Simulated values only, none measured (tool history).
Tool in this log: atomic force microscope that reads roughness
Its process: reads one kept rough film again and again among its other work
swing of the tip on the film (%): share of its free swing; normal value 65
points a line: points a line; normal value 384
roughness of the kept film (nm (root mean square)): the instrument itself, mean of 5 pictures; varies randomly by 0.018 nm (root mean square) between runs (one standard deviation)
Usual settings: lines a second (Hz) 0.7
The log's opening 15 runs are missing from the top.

run,hour,lines a second (Hz),swing of the tip on the film (%),points a line,pictures with this tip,hours of work since the height scale was calibrated,roughness of the kept film (nm (root mean square))
16,275.9,3.232,65,545,53,53,3.005
# hour 283.4: height scale calibrated on a step standard, once more
# hour 292.3: new tip fitted
17,294.8,0.774,67,798,2,4,4.408
18,311.5,2.845,67,309,16,11,3.586
19,334.6,3.938,67,612,35,20,3.087
20,354.4,0.805,56,612,52,28,3.373
# hour 370.7: new tip fitted
21,376.7,2.471,56,360,5,37,4.165
22,395.9,2.471,56,360,21,45,3.75
23,407.4,1.307,65,384,31,49,3.516
24,419.2,1.307,65,384,41,54,3.371
25,437.2,0.624,61,384,56,61,3.254
# hour 449.4: new tip fitted
26,460.2,0.56,75,460,9,71,4.139
27,485.6,2.526,75,460,31,81,3.159

Run 28, settings as shown, results not yet in. Your forecast:
28,505.2,2.526,75,460,47,89,?

{"run 28": {"roughness of the kept film (nm (root mean square))": 2.918}}
Were there no unlogged condition in the tool, this run, its random variation unchanged, would have produced roughness of the kept film (nm (root mean square)) 3.813.

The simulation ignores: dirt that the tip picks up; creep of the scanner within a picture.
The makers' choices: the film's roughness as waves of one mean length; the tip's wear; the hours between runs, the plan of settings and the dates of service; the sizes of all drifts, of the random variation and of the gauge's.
